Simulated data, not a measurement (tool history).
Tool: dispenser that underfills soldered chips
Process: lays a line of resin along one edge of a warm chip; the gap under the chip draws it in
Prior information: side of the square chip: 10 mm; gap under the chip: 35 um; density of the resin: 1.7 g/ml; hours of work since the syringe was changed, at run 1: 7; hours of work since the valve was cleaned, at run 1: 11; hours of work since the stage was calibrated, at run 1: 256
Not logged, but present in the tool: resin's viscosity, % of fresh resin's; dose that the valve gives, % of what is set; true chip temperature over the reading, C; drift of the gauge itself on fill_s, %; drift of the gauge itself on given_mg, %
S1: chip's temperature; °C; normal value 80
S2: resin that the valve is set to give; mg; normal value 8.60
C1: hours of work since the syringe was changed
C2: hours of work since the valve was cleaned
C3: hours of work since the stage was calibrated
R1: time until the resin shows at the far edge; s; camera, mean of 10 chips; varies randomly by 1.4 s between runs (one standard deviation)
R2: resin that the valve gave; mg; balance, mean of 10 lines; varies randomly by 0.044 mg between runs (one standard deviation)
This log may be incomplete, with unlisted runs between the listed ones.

run,hour,S1,S2,C1,C2,C3,R1,R2
1,0.0,80,8.60,7,11,256,269.1,8.48
# hour 1.4: new syringe of resin
2,11.4,80,8.60,6,18,263,240.3,8.50
# hour 15.2: new syringe of resin
3,17.4,80,8.60,1,21,266,163.8,8.48
4,25.2,85,8.60,6,26,271,187.6,8.54
# hour 28.3: new syringe of resin
5,32.3,80,8.60,2,30,275,179.9,8.49
# hour 41.3: new syringe of resin
6,42.2,80,8.60,1,36,281,153.0,8.56
# hour 54.5: new syringe of resin
7,54.5,80,8.60,0,43,288,151.3,8.41
8,60.4,80,8.60,4,46,292,194.6,8.38
# hour 68.2: new syringe of resin
9,69.2,88,8.60,1,51,297,113.6,8.40
10,78.2,80,9.04,6,57,302,243.0,8.72
# hour 81.5: new syringe of resin
11,90.4,80,9.04,5,64,309,231.4,8.75
# hour 94.8: new syringe of resin
12,100.1,80,10.63,3,70,315,192.8,10.31
# hour 107.6: new syringe of resin
# hour 110.9: dispensing valve cleaned and set on the balance
13,110.9,80,8.69,1,0,321,167.5,8.59
14,118.1,80,8.60,6,4,325,240.5,8.55
# hour 121.5: new syringe of resin
15,127.5,80,8.60,4,10,331,203.3,8.59
# hour 134.7: new syringe of resin
16,140.1,80,8.60,3,17,338,200.0,8.56
# hour 147.6: new syringe of resin
17,147.6,80,8.60,0,22,342,156.1,8.43
18,158.1,74,10.43,6,28,349,319.8,10.24
# hour 161.4: new syringe of resin
19,168.0,91,10.74,4,34,354,127.2,10.55
# hour 174.8: new syringe of resin
20,177.1,93,8.42,1,39,360,102.5,8.23
# hour 187.8: new syringe of resin
21,187.8,83,9.42,0,45,366,134.1,9.19
# hour 200.8: new syringe of resin
22,200.8,83,9.42,0,53,374,129.8,9.12
23,212.3,83,9.77,7,60,381,223.7,9.47
# hour 213.7: new syringe of resin
24,218.2,83,9.77,3,63,384,167.1,9.45
# hour 226.6: new syringe of resin
25,229.5,83,9.77,2,70,391,155.7,9.39
26,235.5,78,7.31,5,73,394,273.7,6.99
# hour 239.4: new syringe of resin
# hour 240.4: dispensing valve cleaned and set on the balance
27,248.3,94,7.74,5,5,401,127.2,7.72
# hour 254.1: new syringe of resin
28,256.7,94,7.74,2,10,406,100.1,7.71
# hour 267.4: new syringe of resin
29,268.7,85,9.72,1,17,413,128.6,9.71
30,279.5,85,10.96,7,23,419,217.8,10.93
# hour 280.4: new syringe of resin
31,291.7,84,9.45,7,30,427,220.5,9.40
# hour 293.6: new syringe of resin
32,303.4,71,11.18,6,37,433,363.8,11.04
# hour 307.2: new syringe of resin
33,310.4,66,9.44,2,41,438,337.2,9.33
# hour 320.0: new syringe of resin
34,320.0,76,7.73,0,47,443,187.8,7.57

Branching from run 34: 3 alternative next runs. What would each branch give?
A,331.9,83,10.72,7,54,450,?,?
B,331.9,84,7.73,7,54,450,?,?
C,331.9,67,7.45,7,54,450,?,?

run,R1,R2
A,234.8,10.39
B,237.5,7.50
C,512.3,7.33
What these runs would have given with no unlogged condition in the tool:
run,R1,R2
A,120.8,10.63
B,121.8,7.68
C,259.3,7.50

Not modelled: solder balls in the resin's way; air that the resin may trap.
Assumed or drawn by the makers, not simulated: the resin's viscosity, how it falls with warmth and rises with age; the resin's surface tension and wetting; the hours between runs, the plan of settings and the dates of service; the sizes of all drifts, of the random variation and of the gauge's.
